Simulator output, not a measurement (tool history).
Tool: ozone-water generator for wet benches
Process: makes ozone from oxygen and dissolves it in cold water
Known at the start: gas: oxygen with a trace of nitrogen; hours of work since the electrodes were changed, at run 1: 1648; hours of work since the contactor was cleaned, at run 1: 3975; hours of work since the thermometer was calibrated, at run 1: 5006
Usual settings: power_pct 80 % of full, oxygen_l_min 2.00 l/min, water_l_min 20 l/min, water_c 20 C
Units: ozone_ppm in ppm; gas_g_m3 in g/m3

run	hour	power_pct	oxygen_l_min	water_l_min	water_c	hours of work since the electrodes were changed	hours of work since the contactor was cleaned	hours of work since the thermometer was calibrated	ozone_ppm	gas_g_m3
1	0.0	80	2.00	20	20	1648	3975	5006	9.9	173.7
2	52.5	80	2.00	20	20	1685	4012	5044	9.8	173.8
3	86.6	80	2.00	20	20	1710	4037	5068	9.8	173.5
4	147.8	80	2.00	20	21	1754	4080	5112	9.6	175.1
5	188.0	80	2.00	20	21	1782	4109	5141	9.5	174.7
6	243.9	80	2.00	20	21	1822	4149	5181	9.6	176.5
7	301.9	80	2.00	20	21	1864	4191	5222	9.5	174.7
8	368.9	80	2.00	20	21	1912	4239	5270	9.9	176.2
9	433.0	80	2.00	20	21	1958	4285	5316	9.9	177.0
10	470.8	80	2.00	25	21	1985	4312	5343	7.7	176.9
11	517.8	80	2.00	25	21	2019	4346	5377	7.6	176.4
12	546.6	80	2.00	25	21	2039	4366	5398	7.6	178.1
13	594.8	80	2.69	20	20	2074	4401	5432	10.7	157.5
14	633.0	80	2.69	20	20	2101	4428	5460	10.7	155.7
15	672.3	80	2.69	20	20	2129	4456	5488	10.9	157.7
16	707.8	80	2.00	20	20	2155	4482	5513	9.8	176.9
17	749.9	80	2.00	29	20	2185	4512	5543	6.6	177.3
18	800.2	80	2.00	13	14	2221	4548	5579	15.9	178.4
19	849.7	80	1.25	14	20	2256	4583	5615	11.8	213.6
20	899.9	80	1.90	20	13	2292	4619	5651	9.9	180.8
21	937.3	80	1.90	18	15	2319	4646	5678	11.3	181.1
22	975.9	80	1.90	18	23	2347	4674	5705	10.3	180.4
23	1023.5	80	3.10	18	21	2381	4708	5739	12.1	149.2
24	1064.8	80	2.00	20	14	2410	4737	5769	10.4	179.3
25	1111.1	80	2.00	20	14	2444	4771	5802	10.4	178.0
# hour 1123.6: water thermometer calibrated
26	1168.5	80	2.00	20	14	2484	4811	32	10.2	178.3
27	1233.1	80	2.00	20	14	2531	4858	78	10.4	179.5
# hour 1249.7: gauge calibrated
28	1279.5	80	2.80	18	20	2564	4891	112	11.8	152.1
29	1324.9	63	1.79	14	12	2596	4923	144	12.0	153.1
30	1386.8	63	1.79	14	12	2641	4968	189	12.0	149.8
31	1452.8	41	2.45	32	16	2688	5015	236	4.2	100.3
32	1488.0	80	1.53	20	20	2713	5040	261	8.7	196.2
33	1538.5	80	1.21	19	12	2750	5076	297	8.9	214.9
34	1581.6	80	2.00	20	12	2780	5107	328	10.2	175.5

Some steps in gas_g_m3 between neighbouring runs. How much of each would the tool show without its hidden state too (settings, what came in, random variation), and how much is left for the hidden state, with any gauge scatter that isn't in both results?
The hidden state here: yield of the discharge, % of new electrodes'; contactor's efficiency, % of a clean one's; true water temperature over the reading, C; drift of the gauge itself on ozone_ppm, %; drift of the gauge itself on gas_g_m3, %.
Run 18 -> 19: oxygen_l_min 2.00 -> 1.25, water_l_min 13 -> 14, water_c 14 -> 20. gas_g_m3 +35.2 g/m3: hidden state +0.8, all else +34.4.
Run 23 -> 24: oxygen_l_min 3.10 -> 2.00, water_l_min 18 -> 20, water_c 21 -> 14. gas_g_m3 +30.1 g/m3: hidden state +0.7, all else +29.4.
Run 27 -> 28: oxygen_l_min 2.00 -> 2.80, water_l_min 20 -> 18, water_c 14 -> 20, gauge calibrated. gas_g_m3 -27.4 g/m3: hidden state -4.9, all else -22.5.
Run 30 -> 31: power_pct 63 -> 41, oxygen_l_min 1.79 -> 2.45, water_l_min 14 -> 32, water_c 12 -> 16. gas_g_m3 -49.5 g/m3: hidden state +0.0, all else -49.5.
Run 31 -> 32: power_pct 41 -> 80, oxygen_l_min 2.45 -> 1.53, water_l_min 32 -> 20, water_c 16 -> 20. gas_g_m3 +95.9 g/m3: hidden state +0.4, all else +95.5.
Run 33 -> 34: oxygen_l_min 1.21 -> 2.00, water_l_min 19 -> 20. gas_g_m3 -39.4 g/m3: hidden state +0.0, all else -39.4.

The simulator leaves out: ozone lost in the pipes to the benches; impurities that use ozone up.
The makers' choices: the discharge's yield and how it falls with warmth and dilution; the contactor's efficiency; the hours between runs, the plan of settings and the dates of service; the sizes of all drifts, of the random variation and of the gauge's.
